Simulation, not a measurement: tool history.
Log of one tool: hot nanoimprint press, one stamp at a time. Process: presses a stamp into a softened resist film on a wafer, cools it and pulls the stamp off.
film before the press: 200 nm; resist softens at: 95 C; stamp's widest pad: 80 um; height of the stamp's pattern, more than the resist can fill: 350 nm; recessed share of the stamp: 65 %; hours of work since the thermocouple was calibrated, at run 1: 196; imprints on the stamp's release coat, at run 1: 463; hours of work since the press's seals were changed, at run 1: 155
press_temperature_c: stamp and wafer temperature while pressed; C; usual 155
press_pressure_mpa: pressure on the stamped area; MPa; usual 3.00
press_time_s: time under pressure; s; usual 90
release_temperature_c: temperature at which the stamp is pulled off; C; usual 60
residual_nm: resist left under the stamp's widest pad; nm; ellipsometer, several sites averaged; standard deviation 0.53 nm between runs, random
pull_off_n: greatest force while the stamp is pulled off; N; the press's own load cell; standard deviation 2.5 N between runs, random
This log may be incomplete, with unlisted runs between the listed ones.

run  hour  press_temperature_c  press_pressure_mpa  press_time_s  release_temperature_c  hours of work since the thermocouple was calibrated  imprints on the stamp's release coat  hours of work since the press's seals were changed  residual_nm  pull_off_n
  1   0.0                  155                3.00            90                     60                                                  196                                   463                                                 155        104.8         188
  2   6.0                  155                3.00           169                     60                                                  200                                   488                                                 159         83.3         189
  3  11.5                  155                3.00           169                     60                                                  204                                   510                                                 163         82.7         186
  4  21.6                  155                3.00           169                     60                                                  211                                   552                                                 170         82.6         189
  5  31.9                  155                3.00           169                     60                                                  218                                   594                                                 177         83.1         182
  6  38.6                  155                3.00           169                     59                                                  222                                   621                                                 181         83.5         191
  7  47.8                  155                3.00           169                     59                                                  229                                   659                                                 188         83.5         193
  8  54.5                  155                3.00           171                     59                                                  233                                   686                                                 192         82.7         194
  9  64.0                  155                4.19           171                     46                                                  240                                   725                                                 199         70.8         236
 10  73.9                  155                3.00            53                     60                                                  247                                   766                                                 206        125.7         195
 11  80.3                  155                1.99            66                     60                                                  251                                   792                                                 210        134.3         196
 12  87.1                  153                1.99            64                     47                                                  256                                   820                                                 215        146.2         236
 13  94.7                  153                1.99            55                     56                                                  261                                   851                                                 220        150.3         206

Measured less the same run without the tool's hidden state. The same run-to-run variation is in both; the gauge's scatter may not be:
What the log doesn't record here: true temperature over the reading, C; pressure that arrives at the usual setting, %; grip of the stamp's worn release coat, % over a new coat's; drift of the gauge itself on residual_nm, %; drift of the gauge itself on pull_off_n, %.
run  residual_nm  pull_off_n
  1         +2.0         +12
  2         +1.8         +13
  3         +1.8         +13
  4         +1.9         +15
  5         +1.9         +14
  6         +2.0         +16
  7         +2.2         +17
  8         +2.2         +18
  9         +2.1         +23
 10         +2.6         +19
 11         +2.5         +20
 12         +2.4         +25
 13         +2.4         +23
